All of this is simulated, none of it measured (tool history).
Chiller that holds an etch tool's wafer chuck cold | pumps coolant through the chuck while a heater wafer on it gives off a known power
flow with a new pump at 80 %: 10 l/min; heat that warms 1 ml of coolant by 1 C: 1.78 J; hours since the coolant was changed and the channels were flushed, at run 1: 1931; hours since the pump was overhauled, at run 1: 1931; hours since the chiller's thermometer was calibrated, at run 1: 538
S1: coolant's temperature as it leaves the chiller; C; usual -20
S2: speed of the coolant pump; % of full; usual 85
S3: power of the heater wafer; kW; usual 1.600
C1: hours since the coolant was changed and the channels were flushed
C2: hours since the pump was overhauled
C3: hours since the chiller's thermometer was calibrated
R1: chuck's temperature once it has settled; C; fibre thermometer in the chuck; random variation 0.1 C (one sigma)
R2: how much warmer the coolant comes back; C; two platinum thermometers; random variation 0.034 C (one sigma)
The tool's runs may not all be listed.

{"run": 1, "hour": 0.0, "S1": -20, "S2": 85, "S3": 1.6, "C1": 1931, "C2": 1931, "C3": 538, "R1": -8.8, "R2": 5.43}
{"run": 2, "hour": 60.4, "S1": -20, "S2": 85, "S3": 1.6, "C1": 1991, "C2": 1991, "C3": 598, "R1": -8.7, "R2": 5.41}
{"run": 3, "hour": 107.7, "S1": -20, "S2": 85, "S3": 1.6, "C1": 2038, "C2": 2038, "C3": 645, "R1": -8.8, "R2": 5.45}
{"run": 4, "hour": 141.9, "S1": -20, "S2": 85, "S3": 1.6, "C1": 2073, "C2": 2073, "C3": 680, "R1": -8.5, "R2": 5.45}
{"run": 5, "hour": 182.5, "S1": -20, "S2": 85, "S3": 1.6, "C1": 2113, "C2": 2113, "C3": 720, "R1": -8.6, "R2": 5.39}
{"run": 6, "hour": 251.4, "S1": -20, "S2": 85, "S3": 1.6, "C1": 2182, "C2": 2182, "C3": 789, "R1": -8.7, "R2": 5.5}
{"run": 7, "hour": 319.2, "S1": -20, "S2": 85, "S3": 1.6, "C1": 2250, "C2": 2250, "C3": 857, "R1": -8.5, "R2": 5.42}
{"run": 8, "hour": 387.3, "S1": -20, "S2": 85, "S3": 0.894, "C1": 2318, "C2": 2318, "C3": 925, "R1": -13.8, "R2": 3.19}
{"run": 9, "hour": 419.1, "S1": -20, "S2": 85, "S3": 0.894, "C1": 2350, "C2": 2350, "C3": 957, "R1": -13.8, "R2": 3.07}
{"run": 10, "hour": 449.1, "S1": -20, "S2": 85, "S3": 0.894, "C1": 2380, "C2": 2380, "C3": 987, "R1": -13.8, "R2": 3.06}
{"run": 11, "hour": 488.9, "S1": -15, "S2": 85, "S3": 0.894, "C1": 2420, "C2": 2420, "C3": 1027, "R1": -8.7, "R2": 3.1}
{"run": 12, "hour": 554.4, "S1": -28, "S2": 85, "S3": 1.6, "C1": 2485, "C2": 2485, "C3": 1092, "R1": -16.4, "R2": 5.52}
{"run": 13, "hour": 605.9, "S1": -28, "S2": 85, "S3": 1.6, "C1": 2537, "C2": 2537, "C3": 1144, "R1": -16.3, "R2": 5.58}
{"run": 14, "hour": 648.5, "S1": -28, "S2": 66, "S3": 1.6, "C1": 2579, "C2": 2579, "C3": 1186, "R1": -13.6, "R2": 7.24}
{"run": 15, "hour": 704.2, "S1": -20, "S2": 99, "S3": 1.6, "C1": 2635, "C2": 2635, "C3": 1242, "R1": -9.8, "R2": 4.8}
{"run": 16, "hour": 758.1, "S1": -20, "S2": 74, "S3": 1.6, "C1": 2689, "C2": 2689, "C3": 1296, "R1": -6.9, "R2": 6.43}
{"run": 17, "hour": 802.8, "S1": -16, "S2": 62, "S3": 1.177, "C1": 2733, "C2": 2733, "C3": 1340, "R1": -4.7, "R2": 5.65}
{"run": 18, "hour": 854.1, "S1": -23, "S2": 92, "S3": 2.201, "C1": 2785, "C2": 2785, "C3": 1392, "R1": -7.9, "R2": 7.04}
{"run": 19, "hour": 893.6, "S1": -17, "S2": 98, "S3": 1.348, "C1": 2824, "C2": 2824, "C3": 1431, "R1": -8.3, "R2": 4.14}
{"run": 20, "hour": 930.6, "S1": -17, "S2": 98, "S3": 1.348, "C1": 2861, "C2": 2861, "C3": 1468, "R1": -8.2, "R2": 4.08}
{"run": 21, "hour": 972.4, "S1": -20, "S2": 94, "S3": 2.068, "C1": 2903, "C2": 2903, "C3": 1510, "R1": -6.0, "R2": 6.55}
{"run": 22, "hour": 1008.2, "S1": -30, "S2": 85, "S3": 1.513, "C1": 2939, "C2": 2939, "C3": 1546, "R1": -18.9, "R2": 5.32}
{"run": 23, "hour": 1040.6, "S1": -20, "S2": 85, "S3": 0.885, "C1": 2971, "C2": 2971, "C3": 1578, "R1": -13.7, "R2": 3.15}
{"run": 24, "hour": 1082.8, "S1": -20, "S2": 85, "S3": 0.885, "C1": 3013, "C2": 3013, "C3": 1620, "R1": -13.5, "R2": 3.16}
{"run": 25, "hour": 1144.3, "S1": -20, "S2": 85, "S3": 0.885, "C1": 3075, "C2": 3075, "C3": 1682, "R1": -13.6, "R2": 3.16}
{"run": 26, "hour": 1197.3, "S1": -21, "S2": 85, "S3": 1.6, "C1": 3128, "C2": 3128, "C3": 1735, "R1": -9.0, "R2": 5.71}
{"run": 27, "hour": 1254.7, "S1": -19, "S2": 85, "S3": 0.807, "C1": 3185, "C2": 3185, "C3": 1792, "R1": -13.3, "R2": 2.81}
{"run": 28, "hour": 1300.3, "S1": -19, "S2": 85, "S3": 0.807, "C1": 3231, "C2": 3231, "C3": 1838, "R1": -13.3, "R2": 2.86}
{"run": 29, "hour": 1347.8, "S1": -19, "S2": 85, "S3": 0.807, "C1": 3278, "C2": 3278, "C3": 1885, "R1": -13.0, "R2": 2.88}
{"run": 30, "hour": 1408.3, "S1": -19, "S2": 85, "S3": 0.807, "C1": 3339, "C2": 3339, "C3": 1946, "R1": -13.0, "R2": 2.88}
{"run": 31, "hour": 1480.7, "S1": -19, "S2": 64, "S3": 0.844, "C1": 3411, "C2": 3411, "C3": 2018, "R1": -11.0, "R2": 4.07}

Hidden state or all else? Some run-to-run changes of R1, split into what the settings, what came in and random variation would give without the hidden state, and what is left for the hidden state (with any gauge scatter that isn't in both results):
The hidden state here: heat passed by the chuck's channels, % of clean ones'; flow at a given pump speed, % of a new pump's; coolant's true temperature over the reading, C; drift of the gauge itself on chuck_c, C; drift of the gauge itself on warmer_back_c, C.
Run 7 -> 8: S3 1.600 -> 0.894. R1 -5.3 C: hidden state -0.7, all else -4.6.
Run 11 -> 12: S1 -15 -> -28, S3 0.894 -> 1.600. R1 -7.7 C: hidden state +0.8, all else -8.5.
Run 18 -> 19: S1 -23 -> -17, S2 92 -> 98, S3 2.201 -> 1.348. R1 -0.4 C: hidden state -1.0, all else +0.6.
Run 21 -> 22: S1 -20 -> -30, S2 94 -> 85, S3 2.068 -> 1.513. R1 -12.9 C: hidden state -0.5, all else -12.4.
Run 25 -> 26: S1 -20 -> -21, S3 0.885 -> 1.600. R1 +4.6 C: hidden state +1.0, all else +3.6.
Run 26 -> 27: S1 -21 -> -19, S3 1.600 -> 0.807. R1 -4.3 C: hidden state -1.1, all else -3.2.

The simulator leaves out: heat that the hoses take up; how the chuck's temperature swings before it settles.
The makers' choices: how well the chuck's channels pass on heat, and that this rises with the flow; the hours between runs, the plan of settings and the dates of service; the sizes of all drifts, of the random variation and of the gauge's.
